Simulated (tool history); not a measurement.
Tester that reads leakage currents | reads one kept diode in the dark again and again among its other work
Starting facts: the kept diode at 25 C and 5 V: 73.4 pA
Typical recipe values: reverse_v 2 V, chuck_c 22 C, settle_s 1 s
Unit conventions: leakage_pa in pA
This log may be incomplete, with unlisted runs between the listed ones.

run 1 hour=0 | reverse_v=2 chuck_c=22 settle_s=1 | leakage_pa=40.08
run 2 hour=77.3 | reverse_v=2 chuck_c=22 settle_s=1 | leakage_pa=40.21
run 3 hour=112 | reverse_v=2 chuck_c=22 settle_s=1 | leakage_pa=40.25
run 4 hour=158.1 | reverse_v=2 chuck_c=22 settle_s=1 | leakage_pa=40
run 5 hour=198.1 | reverse_v=2 chuck_c=22 settle_s=1 | leakage_pa=40.19
run 6 hour=273.2 | reverse_v=2 chuck_c=22 settle_s=1 | leakage_pa=40.41
run 7 hour=317 | reverse_v=2 chuck_c=27 settle_s=1 | leakage_pa=59.17
run 8 hour=355.9 | reverse_v=2 chuck_c=27 settle_s=1 | leakage_pa=58.92
run 9 hour=402.3 | reverse_v=2 chuck_c=27 settle_s=1 | leakage_pa=58.99
run 10 hour=448.9 | reverse_v=2 chuck_c=32 settle_s=1 | leakage_pa=85.99
run 11 hour=489 | reverse_v=2 chuck_c=22 settle_s=1 | leakage_pa=40.55
run 12 hour=546.4 | reverse_v=9.28 chuck_c=22 settle_s=1 | leakage_pa=89.17
run 13 hour=610.7 | reverse_v=9.28 chuck_c=22 settle_s=1 | leakage_pa=89.07
run 14 hour=662.5 | reverse_v=9.28 chuck_c=22 settle_s=1 | leakage_pa=88.69
run 15 hour=694.9 | reverse_v=2 chuck_c=22 settle_s=1.81 | leakage_pa=40.61
run 16 hour=739 | reverse_v=2 chuck_c=22 settle_s=1.81 | leakage_pa=40.67
run 17 hour=793.1 | reverse_v=2 chuck_c=22 settle_s=1.81 | leakage_pa=40.46
run 18 hour=829.3 | reverse_v=2 chuck_c=22 settle_s=1.81 | leakage_pa=40.54
run 19 hour=877.5 | reverse_v=2 chuck_c=22 settle_s=1.81 | leakage_pa=40.77
run 20 hour=913.2 | reverse_v=2 chuck_c=22 settle_s=1.81 | leakage_pa=40.85
run 21 hour=958.9 | reverse_v=2 chuck_c=22 settle_s=1.81 | leakage_pa=40.79
run 22 hour=1023 | reverse_v=14.71 chuck_c=40 settle_s=1 | leakage_pa=402.63
run 23 hour=1061.3 | reverse_v=14.71 chuck_c=40 settle_s=1 | leakage_pa=403.39
run 24 hour=1124.4 | reverse_v=1.43 chuck_c=32 settle_s=4.81 | leakage_pa=73.38
run 25 hour=1196.5 | reverse_v=4.78 chuck_c=23 settle_s=1.88 | leakage_pa=68.42
-- hour=1206.8 probe card cleaned and baked
run 26 hour=1262.8 | reverse_v=4.78 chuck_c=23 settle_s=1.88 | leakage_pa=71.37
run 27 hour=1331.4 | reverse_v=10.53 chuck_c=45 settle_s=1.88 | leakage_pa=487.11
run 28 hour=1380.1 | reverse_v=10.53 chuck_c=45 settle_s=1.88 | leakage_pa=489.99
-- hour=1416.8 probe card cleaned and baked, once more
run 29 hour=1424.6 | reverse_v=10.53 chuck_c=45 settle_s=1.88 | leakage_pa=477.67
run 30 hour=1466.9 | reverse_v=2 chuck_c=30 settle_s=1 | leakage_pa=74.07
run 31 hour=1538.7 | reverse_v=1.48 chuck_c=22 settle_s=8.28 | leakage_pa=34.24
run 32 hour=1585.8 | reverse_v=1.12 chuck_c=23 settle_s=0.54 | leakage_pa=33.29
run 33 hour=1618.8 | reverse_v=1.12 chuck_c=23 settle_s=0.54 | leakage_pa=32.95
run 34 hour=1686.7 | reverse_v=2 chuck_c=27 settle_s=8.57 | leakage_pa=58.5
run 35 hour=1745.3 | reverse_v=4.86 chuck_c=35 settle_s=3.78 | leakage_pa=163.88
run 36 hour=1802.4 | reverse_v=2 chuck_c=43 settle_s=0.82 | leakage_pa=190.15
run 37 hour=1880.4 | reverse_v=15.11 chuck_c=22 settle_s=0.37 | leakage_pa=115.91
run 38 hour=1953.3 | reverse_v=5.2 chuck_c=22 settle_s=1.14 | leakage_pa=63.97
run 39 hour=2031.8 | reverse_v=5.2 chuck_c=22 settle_s=1.14 | leakage_pa=64.1

Forecast each of these 5 alternatives for the next run:
run A hour=2089 | reverse_v=5.62 chuck_c=22 settle_s=1 | leakage_pa=?
run B hour=2089 | reverse_v=1.12 chuck_c=22 settle_s=1 | leakage_pa=?
run C hour=2089 | reverse_v=2 chuck_c=27 settle_s=1 | leakage_pa=?
run D hour=2089 | reverse_v=12.95 chuck_c=22 settle_s=1.85 | leakage_pa=?
run E hour=2089 | reverse_v=2.23 chuck_c=33 settle_s=2.46 | leakage_pa=?

run=A leakage_pa=67.12
run=B leakage_pa=30.72
run=C leakage_pa=59.86
run=D leakage_pa=99.61
run=E leakage_pa=98.55
Stripped of hidden state, with their random variation kept, the same runs would have yielded:
run=A leakage_pa=62.87
run=B leakage_pa=28.95
run=C leakage_pa=56.5
run=D leakage_pa=92.69
run=E leakage_pa=93.28
